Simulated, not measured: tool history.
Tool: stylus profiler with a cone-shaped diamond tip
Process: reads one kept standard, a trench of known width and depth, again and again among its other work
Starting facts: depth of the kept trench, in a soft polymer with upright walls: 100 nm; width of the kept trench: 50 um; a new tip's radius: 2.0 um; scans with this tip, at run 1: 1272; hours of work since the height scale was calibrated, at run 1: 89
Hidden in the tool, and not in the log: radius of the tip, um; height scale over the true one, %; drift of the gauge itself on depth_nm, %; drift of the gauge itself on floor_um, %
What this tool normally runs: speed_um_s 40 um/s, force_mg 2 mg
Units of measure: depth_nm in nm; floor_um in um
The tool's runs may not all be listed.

run   hour  speed_um_s  force_mg  scans with this tip  hours of work since the height scale was calibrated  depth_nm  floor_um
  1      0          40         2                 1272                                                   89    100.46      48.5
  2   46.2          40         2                 1709                                                  120    100.51     48.49
  3  107.7          40         2                 2291                                                  160    100.52     48.43
  4  155.6          40      3.81                 2743                                                  192    100.71      48.6
  5  214.1          40      3.81                 3297                                                  231     100.7     48.59
  6  265.6          55         2                 3784                                                  265    100.52     48.42
  7  302.9          40      2.13                 4137                                                  290    100.46     48.51
  8  332.3          13         2                 4415                                                  309    100.48      48.7
  9  393.7          40      2.02                 4996                                                  350    100.51     48.52
 10  424.8          40      2.02                 5290                                                  370    100.44     48.53
 11  479.4          25      2.17                 5807                                                  406    100.54     48.61
 12  521.8          25      2.17                 6207                                                  435    100.46     48.64
 13  563.5          25      2.17                 6602                                                  462    100.51     48.62
 14  592.1          31      3.75                 6872                                                  481    100.79     48.61
 15  643.6          31      3.75                 7359                                                  515    100.71     48.56

Each row is a separate what-if for the run after 15, all from the same tool condition, not one after another. Results?
  A  700.5          91         2                 7898                                                  553         ?         ?
  B  700.5          31      1.23                 7898                                                  553         ?         ?
  C  700.5          22       2.8                 7898                                                  553         ?         ?

run  depth_nm  floor_um
  A    100.61     48.17
  B    100.41     48.49
  C    100.69      48.6
Had the tool no hidden state, the same runs would have come out as:
run  depth_nm  floor_um
  A    100.62     48.18
  B    100.42      48.5
  C     100.7     48.61
